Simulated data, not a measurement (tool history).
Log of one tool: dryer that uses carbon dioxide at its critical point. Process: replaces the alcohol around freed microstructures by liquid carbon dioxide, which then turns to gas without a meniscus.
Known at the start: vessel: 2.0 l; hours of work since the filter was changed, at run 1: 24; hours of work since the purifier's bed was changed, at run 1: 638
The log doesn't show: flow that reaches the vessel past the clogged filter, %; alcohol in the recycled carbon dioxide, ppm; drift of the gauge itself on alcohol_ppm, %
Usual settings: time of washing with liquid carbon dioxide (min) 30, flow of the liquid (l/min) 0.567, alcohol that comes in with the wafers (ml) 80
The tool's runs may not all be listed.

run	hour	time of washing with liquid carbon dioxide (min)	flow of the liquid (l/min)	alcohol that comes in with the wafers (ml)	hours of work since the filter was changed	hours of work since the purifier's bed was changed	alcohol left in the vessel before it's heated (ppm by volume)
1	0	30	0.567	80	24	638	204
2	18.9	30	0.567	80	33	647	209
3	60.5	30	0.567	80	52	666	215
4	85	30	0.567	80	64	678	222
5	125	30	0.567	80	82	696	248
6	163.1	30	0.567	80	99	713	248
7	203.9	31	0.567	80	118	732	228
8	227.1	30	0.567	81	129	743	276
9	246.7	30	0.405	80	138	752	891
10	293.6	34	0.567	80	159	773	210
11	338.3	34	0.567	80	180	794	223
12	357.2	34	0.567	80	189	803	226
13	387.6	30	0.396	80	203	817	1177
14	409.7	30	0.567	28	213	827	200
15	440.5	30	0.567	28	227	841	203
16	464.8	29	0.83	32	238	852	125
# hour 490.5: inlet filter changed
17	504.7	34	0.459	80	7	870	261
18	540.2	19	0.616	88	23	886	893
19	564.7	42	0.398	80	34	898	232
20	595	24	0.398	80	48	912	1545
21	624.8	24	0.398	80	62	925	1596
22	663.2	28	0.714	43	79	943	156
23	700.4	32	0.533	37	97	960	192
24	740.7	32	0.533	37	115	979	207

The same runs without the tool's hidden state, with the same run-to-run variation:
run	alcohol left in the vessel before it's heated (ppm by volume)
1	103
2	104
3	98
4	97
5	108
6	99
7	77
8	101
9	506
10	55
11	55
12	52
13	566
14	39
15	35
16	3
17	147
18	729
19	102
20	1272
21	1275
22	24
23	46
24	51
